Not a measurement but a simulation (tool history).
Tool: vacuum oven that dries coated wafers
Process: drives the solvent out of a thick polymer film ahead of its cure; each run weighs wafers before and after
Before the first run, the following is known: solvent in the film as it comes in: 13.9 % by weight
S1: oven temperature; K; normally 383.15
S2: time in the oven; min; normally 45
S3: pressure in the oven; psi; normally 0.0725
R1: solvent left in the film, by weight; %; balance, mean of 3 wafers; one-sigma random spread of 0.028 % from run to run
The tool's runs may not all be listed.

run,hour,S1,S2,S3,R1
1,0.0,383.15,45,0.0725,0.97
2,15.4,383.15,45,0.0725,0.92
3,32.5,383.15,45,0.0725,0.94
4,50.4,383.15,45,0.0725,0.93
5,75.4,383.15,45,0.0725,0.87
6,98.2,383.15,45,0.0725,0.90
7,125.3,383.15,45,0.0725,0.85
8,145.6,383.15,45,0.0725,0.85
9,157.9,383.15,45,0.0725,0.91
10,181.8,383.15,45,0.0725,0.97
11,205.6,383.15,45,0.0725,0.92
12,228.7,383.15,45,0.0725,0.87
13,248.2,383.15,45,0.0524,0.82
14,261.2,383.15,45,0.0518,0.80
15,282.2,395.15,45,0.0725,0.29
16,304.0,395.15,45,0.0714,0.22
17,315.8,395.15,45,0.0714,0.24
18,342.5,394.15,45,0.1133,0.32
19,354.4,392.15,32,0.2502,0.97
20,377.2,382.15,32,0.0908,1.96
21,393.7,382.15,24,0.0908,2.90
22,410.1,382.15,24,0.0908,2.91
23,423.5,394.15,59,0.1346,0.29
24,440.8,387.15,24,0.1346,1.98
25,463.9,387.15,24,0.1346,2.00
26,475.0,387.15,24,0.1346,2.01
27,490.1,370.15,72,0.0772,1.66
28,501.6,376.15,72,0.1765,1.24

3 options for the next run, each taken on its own from the tool as it stands now. Forecast them:
A,528.0,383.15,26,0.0725,?
B,528.0,383.15,46,0.2010,?
C,528.0,391.15,64,0.0453,?

run,R1
A,2.29
B,1.20
C,0.14
Without the tool's unlogged condition, the same runs would have read:
run,R1
A,2.54
B,1.33
C,0.12
